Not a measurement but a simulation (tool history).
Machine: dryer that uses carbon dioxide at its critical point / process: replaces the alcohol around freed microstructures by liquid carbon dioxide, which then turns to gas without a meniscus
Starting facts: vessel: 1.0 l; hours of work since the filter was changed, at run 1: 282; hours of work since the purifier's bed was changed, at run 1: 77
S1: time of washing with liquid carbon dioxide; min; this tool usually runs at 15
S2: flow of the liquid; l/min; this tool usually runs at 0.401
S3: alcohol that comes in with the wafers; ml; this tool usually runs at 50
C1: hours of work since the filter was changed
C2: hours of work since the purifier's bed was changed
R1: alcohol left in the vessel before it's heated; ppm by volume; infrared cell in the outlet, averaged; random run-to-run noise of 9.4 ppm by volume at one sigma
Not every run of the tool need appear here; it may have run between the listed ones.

| run | hour | S1 | S2 | S3 | C1 | C2 | R1 |
|---|---|---|---|---|---|---|---|
| 1 | 0.0 | 15 | 0.401 | 50 | 282 | 77 | 722 |
| 2 | 8.3 | 15 | 0.401 | 50 | 287 | 82 | 717 |
| 3 | 21.4 | 15 | 0.401 | 110 | 295 | 90 | 1571 |
| 4 | 38.3 | 15 | 0.401 | 87 | 305 | 100 | 1273 |
| 5 | 48.9 | 15 | 0.401 | 87 | 312 | 106 | 1293 |
| 6 | 59.5 | 15 | 0.401 | 87 | 318 | 113 | 1262 |
| 7 | 69.5 | 15 | 0.401 | 50 | 324 | 119 | 750 |
| 8 | 77.7 | 9 | 0.401 | 50 | 329 | 124 | 4054 |
| 9 | 95.5 | 9 | 0.401 | 50 | 340 | 134 | 4018 |
| 10 | 114.3 | 15 | 0.401 | 50 | 351 | 146 | 794 |
| 11 | 128.0 | 15 | 0.401 | 50 | 360 | 154 | 803 |
| 12 | 136.7 | 15 | 0.401 | 50 | 365 | 159 | 766 |
| 13 | 147.6 | 11 | 0.273 | 66 | 371 | 166 | 8372 |
| 14 | 164.1 | 17 | 0.558 | 50 | 381 | 176 | 97 |
| 15 | 175.4 | 13 | 0.667 | 27 | 388 | 183 | 85 |
| 16 | 183.9 | 13 | 0.667 | 27 | 393 | 188 | 91 |
|  | 191.2 | inlet filter changed |
| 17 | 194.4 | 13 | 0.667 | 27 | 2 | 194 | 68 |
| 18 | 210.5 | 23 | 0.401 | 39 | 12 | 203 | 72 |
| 19 | 221.7 | 24 | 0.351 | 50 | 18 | 210 | 120 |
| 20 | 235.7 | 20 | 0.253 | 26 | 27 | 219 | 617 |
| 21 | 247.0 | 9 | 0.488 | 93 | 34 | 225 | 3603 |
| 22 | 263.1 | 17 | 0.401 | 50 | 44 | 235 | 351 |
| 23 | 271.9 | 14 | 0.291 | 50 | 49 | 241 | 2429 |

Alternative continuations, all from the tool just after run 23; predict every row:
| A | 285.5 | 10 | 0.568 | 50 | 57 | 249 | ? |
| B | 285.5 | 11 | 0.304 | 50 | 57 | 249 | ? |
| C | 285.5 | 13 | 0.401 | 50 | 57 | 249 | ? |
| D | 285.5 | 24 | 0.333 | 50 | 57 | 249 | ? |
| E | 285.5 | 15 | 0.347 | 50 | 57 | 249 | ? |

| run | R1 |
|---|---|
| A | 770 |
| B | 4221 |
| C | 1069 |
| D | 169 |
| E | 1112 |
With the hidden condition removed and each run's random variation left untouched, the same runs would have given:
| run | R1 |
|---|---|
| A | 679 |
| B | 3974 |
| C | 957 |
| D | 126 |
| E | 996 |

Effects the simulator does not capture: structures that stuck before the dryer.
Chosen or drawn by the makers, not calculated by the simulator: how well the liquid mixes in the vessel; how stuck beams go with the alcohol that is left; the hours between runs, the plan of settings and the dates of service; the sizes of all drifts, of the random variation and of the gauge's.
